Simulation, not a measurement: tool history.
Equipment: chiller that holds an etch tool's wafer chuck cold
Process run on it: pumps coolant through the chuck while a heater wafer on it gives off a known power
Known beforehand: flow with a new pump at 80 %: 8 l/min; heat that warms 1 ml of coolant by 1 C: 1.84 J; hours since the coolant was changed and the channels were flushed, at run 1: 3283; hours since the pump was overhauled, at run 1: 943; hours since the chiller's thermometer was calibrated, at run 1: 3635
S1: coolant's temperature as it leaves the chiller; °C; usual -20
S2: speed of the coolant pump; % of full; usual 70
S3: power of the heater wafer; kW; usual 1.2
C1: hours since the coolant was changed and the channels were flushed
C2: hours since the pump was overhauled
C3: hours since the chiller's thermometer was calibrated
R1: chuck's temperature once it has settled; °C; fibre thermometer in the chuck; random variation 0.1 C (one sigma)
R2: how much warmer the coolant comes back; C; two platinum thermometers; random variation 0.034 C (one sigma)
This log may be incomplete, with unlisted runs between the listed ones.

| run | hour | S1 | S2 | S3 | C1 | C2 | C3 | R1 | R2 |
|---|---|---|---|---|---|---|---|---|---|
| 1 | 0 | -20 | 70 | 1.2 | 3283 | 943 | 3635 | -9.1 | 5.55 |
| 2 | 68.3 | -20 | 70 | 1.2 | 3351 | 1011 | 3704 | -9 | 5.59 |
| 3 | 136.8 | -20 | 70 | 1.2 | 3420 | 1079 | 3772 | -9.2 | 5.61 |
| 4 | 175.4 | -20 | 76 | 1.2 | 3458 | 1118 | 3811 | -9.9 | 5.12 |
| 5 | 254.2 | -20 | 76 | 1.2 | 3537 | 1197 | 3890 | -9.8 | 5.13 |
| 6 | 323.7 | -20 | 70 | 1.2 | 3606 | 1266 | 3959 | -9 | 5.58 |
| 7 | 386.5 | -20 | 70 | 1.268 | 3669 | 1329 | 4022 | -8.4 | 5.96 |
| 8 | 457.2 | -20 | 70 | 1.268 | 3740 | 1400 | 4093 | -8.4 | 5.89 |
| 9 | 500.5 | -20 | 70 | 1.268 | 3783 | 1443 | 4136 | -8.5 | 5.93 |
| 10 | 545.1 | -20 | 70 | 1.268 | 3828 | 1488 | 4181 | -8.4 | 5.95 |
| 11 | 584 | -20 | 70 | 1.268 | 3867 | 1527 | 4219 | -8.4 | 5.93 |
| 12 | 625.2 | -20 | 70 | 1.268 | 3908 | 1568 | 4261 | -8.7 | 5.89 |
| 13 | 674.6 | -20 | 70 | 1.268 | 3957 | 1617 | 4310 | -8.6 | 5.88 |
| 14 | 745.2 | -20 | 70 | 1.268 | 4028 | 1688 | 4381 | -8.5 | 5.92 |
| 15 | 787.9 | -20 | 70 | 1.256 | 4071 | 1731 | 4423 | -8.8 | 5.85 |
| 16 | 865.8 | -20 | 70 | 1.256 | 4149 | 1809 | 4501 | -8.5 | 5.85 |
| 17 | 936.4 | -12 | 76 | 1.2 | 4219 | 1879 | 4572 | -1.7 | 5.14 |
| 18 | 996.1 | -12 | 76 | 1.2 | 4279 | 1939 | 4632 | -1.8 | 5.16 |
| 19 | 1070.2 | -12 | 76 | 1.2 | 4353 | 2013 | 4706 | -1.9 | 5.19 |
| 20 | 1133.1 | -12 | 99 | 1.413 | 4416 | 2076 | 4769 | -2.5 | 4.64 |
| 21 | 1182.1 | -18 | 70 | 0.868 | 4465 | 2125 | 4818 | -10.3 | 4.06 |
| 22 | 1229.4 | -20 | 69 | 0.621 | 4512 | 2172 | 4865 | -14.2 | 2.94 |
| 23 | 1308.8 | -17 | 70 | 0.954 | 4592 | 2251 | 4944 | -8.4 | 4.43 |
| 24 | 1364 | -27 | 64 | 0.88 | 4647 | 2307 | 4999 | -18.3 | 4.52 |
| 25 | 1412.4 | -27 | 64 | 0.88 | 4695 | 2355 | 5048 | -18.5 | 4.52 |
| 26 | 1491.6 | -29 | 95 | 0.835 | 4774 | 2434 | 5127 | -23.1 | 2.83 |
| 27 | 1534.5 | -29 | 95 | 0.835 | 4817 | 2477 | 5170 | -23.1 | 2.86 |
|  | 1556.9 | chiller's thermometer calibrated |
| 28 | 1578.2 | -29 | 95 | 0.835 | 4860 | 2520 | 21 | -23.1 | 2.82 |
| 29 | 1636.9 | -20 | 69 | 1.385 | 4919 | 2579 | 80 | -7.3 | 6.53 |
| 30 | 1695.8 | -21 | 84 | 1.151 | 4978 | 2638 | 139 | -12.1 | 4.44 |
| 31 | 1747.6 | -20 | 71 | 0.82 | 5029 | 2689 | 191 | -12.6 | 3.74 |

Entry by entry between the runs, the difference in hidden state between the last listed run before and the first listed run after:
Run 27 -> run 28: chiller's thermometer calibrated (hour 1556.9)
  coolant's true temperature over the reading, C: -0.01 -> 0
